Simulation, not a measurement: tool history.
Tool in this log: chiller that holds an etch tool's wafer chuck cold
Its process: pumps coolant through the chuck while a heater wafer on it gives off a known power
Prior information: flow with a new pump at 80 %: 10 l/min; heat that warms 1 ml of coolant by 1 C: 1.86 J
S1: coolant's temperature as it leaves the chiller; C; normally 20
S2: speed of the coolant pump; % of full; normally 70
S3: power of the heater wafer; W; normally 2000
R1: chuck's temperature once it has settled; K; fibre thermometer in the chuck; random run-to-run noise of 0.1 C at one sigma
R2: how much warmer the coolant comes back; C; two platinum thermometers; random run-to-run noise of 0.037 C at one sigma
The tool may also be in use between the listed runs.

run 1 hour=0 | S1=20 S2=70 S3=2000 | R1=310.05 R2=7.52
run 2 hour=35 | S1=20 S2=70 S3=2000 | R1=310.35 R2=7.51
run 3 hour=77.3 | S1=20 S2=61 S3=2000 | R1=312.05 R2=8.61
run 4 hour=101.7 | S1=20 S2=61 S3=2000 | R1=312.15 R2=8.62
run 5 hour=120.3 | S1=20 S2=61 S3=2000 | R1=312.15 R2=8.59
run 6 hour=147 | S1=20 S2=61 S3=2000 | R1=312.15 R2=8.63
run 7 hour=167.3 | S1=20 S2=61 S3=2000 | R1=312.25 R2=8.65
run 8 hour=195.6 | S1=20 S2=70 S3=2000 | R1=310.35 R2=7.54
run 9 hour=216.5 | S1=29 S2=94 S3=1639 | R1=313.25 R2=4.66
run 10 hour=234.6 | S1=30 S2=70 S3=2000 | R1=320.15 R2=7.54
run 11 hour=256.8 | S1=21 S2=75 S3=2787 | R1=316.75 R2=9.84
run 12 hour=292.8 | S1=21 S2=75 S3=2787 | R1=316.85 R2=9.76
run 13 hour=324.8 | S1=21 S2=75 S3=2787 | R1=317.05 R2=9.79
run 14 hour=359.5 | S1=20 S2=99 S3=1026 | R1=299.85 R2=2.78
run 15 hour=397.7 | S1=27 S2=70 S3=2806 | R1=324.25 R2=10.48

3 options for the next run, each taken on its own from the tool as it stands now. Forecast them:
run A hour=433.4 | S1=10 S2=70 S3=2806 | R1=? R2=?
run B hour=433.4 | S1=11 S2=70 S3=2806 | R1=? R2=?
run C hour=433.4 | S1=20 S2=70 S3=1857 | R1=? R2=?

run=A R1=307.45 R2=10.57
run=B R1=308.35 R2=10.63
run=C R1=309.25 R2=7.04
Without the tool's unlogged condition, the same runs would have read:
run=A R1=305.65 R2=10.3
run=B R1=306.55 R2=10.36
run=C R1=308.15 R2=6.86
